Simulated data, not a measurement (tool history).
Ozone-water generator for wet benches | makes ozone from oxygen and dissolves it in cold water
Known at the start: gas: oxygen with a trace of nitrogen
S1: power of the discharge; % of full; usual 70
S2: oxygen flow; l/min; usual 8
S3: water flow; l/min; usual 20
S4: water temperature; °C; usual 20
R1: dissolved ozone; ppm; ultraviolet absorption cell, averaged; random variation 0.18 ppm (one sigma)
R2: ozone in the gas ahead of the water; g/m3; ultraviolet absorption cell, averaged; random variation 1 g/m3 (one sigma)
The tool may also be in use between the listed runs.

run	hour	S1	S2	S3	S4	R1	R2
1	0	70	8	20	20	23.9	176.2
2	42.1	70	12.19	20	20	24	148.8
3	89.4	70	8	20	22	22.8	173.9
4	118.4	70	8	20	22	22.8	174.5
5	163.8	54	8	20	20	19	141.8
6	201.7	54	8	20	20	19	141.9
7	237.9	54	8	20	20	19.3	143.3
8	293.5	70	8	20	20	23.4	174.5
9	319	86	8	23	15	27.5	206
10	350.2	86	8	23	15	27.4	207.2
11	399.8	61	7.88	23	21	18.6	157.4
12	446	87	7.26	13	12	41.6	214.1
13	479.4	87	7.26	13	12	41.9	216.2
14	518.5	87	5.46	13	12	40.2	238.2
15	547.6	76	8	21	20	24.2	184.4

3 ways to go on from here, each from the tool as it stands after run 15. What would each give?
A	578	63	8	20	20	?	?
B	578	76	9.3	22	20	?	?
C	578	79	8	20	20	?	?

run	R1	R2
A	21.5	160.4
B	23.6	176.1
C	25.7	192.1
Without the tool's hidden state the same runs would have given:
run	R1	R2
A	22.7	165.9
B	25.1	183.1
C	27.2	200

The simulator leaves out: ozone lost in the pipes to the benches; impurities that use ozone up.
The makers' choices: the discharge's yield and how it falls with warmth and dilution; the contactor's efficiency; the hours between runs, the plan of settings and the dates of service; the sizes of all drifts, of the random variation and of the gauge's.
